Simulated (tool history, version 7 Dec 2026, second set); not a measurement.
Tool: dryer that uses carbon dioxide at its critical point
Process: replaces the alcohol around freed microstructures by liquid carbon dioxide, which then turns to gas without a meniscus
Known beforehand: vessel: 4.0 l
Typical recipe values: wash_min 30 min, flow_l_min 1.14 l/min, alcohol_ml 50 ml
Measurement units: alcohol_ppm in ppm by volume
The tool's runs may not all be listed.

run 1 hour=0.0 | wash_min=30 flow_l_min=1.14 alcohol_ml=50 | alcohol_ppm=27
run 2 hour=11.0 | wash_min=30 flow_l_min=1.14 alcohol_ml=50 | alcohol_ppm=36
run 3 hour=23.1 | wash_min=30 flow_l_min=1.14 alcohol_ml=50 | alcohol_ppm=42
run 4 hour=32.3 | wash_min=30 flow_l_min=1.67 alcohol_ml=50 | alcohol_ppm=40
run 5 hour=44.4 | wash_min=30 flow_l_min=1.67 alcohol_ml=50 | alcohol_ppm=33
run 6 hour=50.7 | wash_min=30 flow_l_min=1.67 alcohol_ml=50 | alcohol_ppm=42
run 7 hour=63.8 | wash_min=31 flow_l_min=1.14 alcohol_ml=50 | alcohol_ppm=52
run 8 hour=71.7 | wash_min=31 flow_l_min=1.14 alcohol_ml=50 | alcohol_ppm=52
run 9 hour=82.9 | wash_min=31 flow_l_min=1.14 alcohol_ml=50 | alcohol_ppm=51
run 10 hour=93.4 | wash_min=31 flow_l_min=1.14 alcohol_ml=50 | alcohol_ppm=60
run 11 hour=105.4 | wash_min=31 flow_l_min=1.14 alcohol_ml=50 | alcohol_ppm=59
run 12 hour=115.0 | wash_min=30 flow_l_min=0.71 alcohol_ml=50 | alcohol_ppm=184
run 13 hour=125.2 | wash_min=30 flow_l_min=1.14 alcohol_ml=50 | alcohol_ppm=82
run 14 hour=131.7 | wash_min=30 flow_l_min=1.14 alcohol_ml=50 | alcohol_ppm=75
run 15 hour=145.4 | wash_min=30 flow_l_min=1.14 alcohol_ml=50 | alcohol_ppm=80
run 16 hour=156.2 | wash_min=30 flow_l_min=1.02 alcohol_ml=50 | alcohol_ppm=93
run 17 hour=164.3 | wash_min=48 flow_l_min=1.92 alcohol_ml=28 | alcohol_ppm=78
run 18 hour=177.5 | wash_min=48 flow_l_min=1.92 alcohol_ml=28 | alcohol_ppm=84
run 19 hour=189.7 | wash_min=48 flow_l_min=1.92 alcohol_ml=28 | alcohol_ppm=79
run 20 hour=203.4 | wash_min=18 flow_l_min=1.35 alcohol_ml=26 | alcohol_ppm=120
run 21 hour=212.9 | wash_min=30 flow_l_min=0.78 alcohol_ml=54 | alcohol_ppm=192
run 22 hour=220.4 | wash_min=36 flow_l_min=1.14 alcohol_ml=47 | alcohol_ppm=94
run 23 hour=226.7 | wash_min=36 flow_l_min=1.14 alcohol_ml=47 | alcohol_ppm=89
run 24 hour=238.2 | wash_min=40 flow_l_min=1.04 alcohol_ml=47 | alcohol_ppm=90
run 25 hour=244.1 | wash_min=30 flow_l_min=1.09 alcohol_ml=93 | alcohol_ppm=115
run 26 hour=253.5 | wash_min=24 flow_l_min=0.71 alcohol_ml=68 | alcohol_ppm=572
run 27 hour=265.8 | wash_min=23 flow_l_min=1.45 alcohol_ml=47 | alcohol_ppm=110
run 28 hour=278.3 | wash_min=23 flow_l_min=1.71 alcohol_ml=71 | alcohol_ppm=112
run 29 hour=288.6 | wash_min=23 flow_l_min=1.71 alcohol_ml=71 | alcohol_ppm=113
run 30 hour=301.7 | wash_min=23 flow_l_min=1.76 alcohol_ml=25 | alcohol_ppm=113
run 31 hour=315.1 | wash_min=26 flow_l_min=0.85 alcohol_ml=50 | alcohol_ppm=243
run 32 hour=321.1 | wash_min=28 flow_l_min=1.34 alcohol_ml=102 | alcohol_ppm=128

Consider 3 possible next runs. They are alternatives, not a sequence: every one starts from the tool as it was left by run 32. What does each give?
run A hour=333.5 | wash_min=31 flow_l_min=1.69 alcohol_ml=98 | alcohol_ppm=?
run B hour=333.5 | wash_min=30 flow_l_min=1.60 alcohol_ml=50 | alcohol_ppm=?
run C hour=333.5 | wash_min=32 flow_l_min=1.14 alcohol_ml=60 | alcohol_ppm=?

run=A alcohol_ppm=118
run=B alcohol_ppm=118
run=C alcohol_ppm=130
Without the tool's unlogged condition, the same runs would have read:
run=A alcohol_ppm=2
run=B alcohol_ppm=5
run=C alcohol_ppm=13
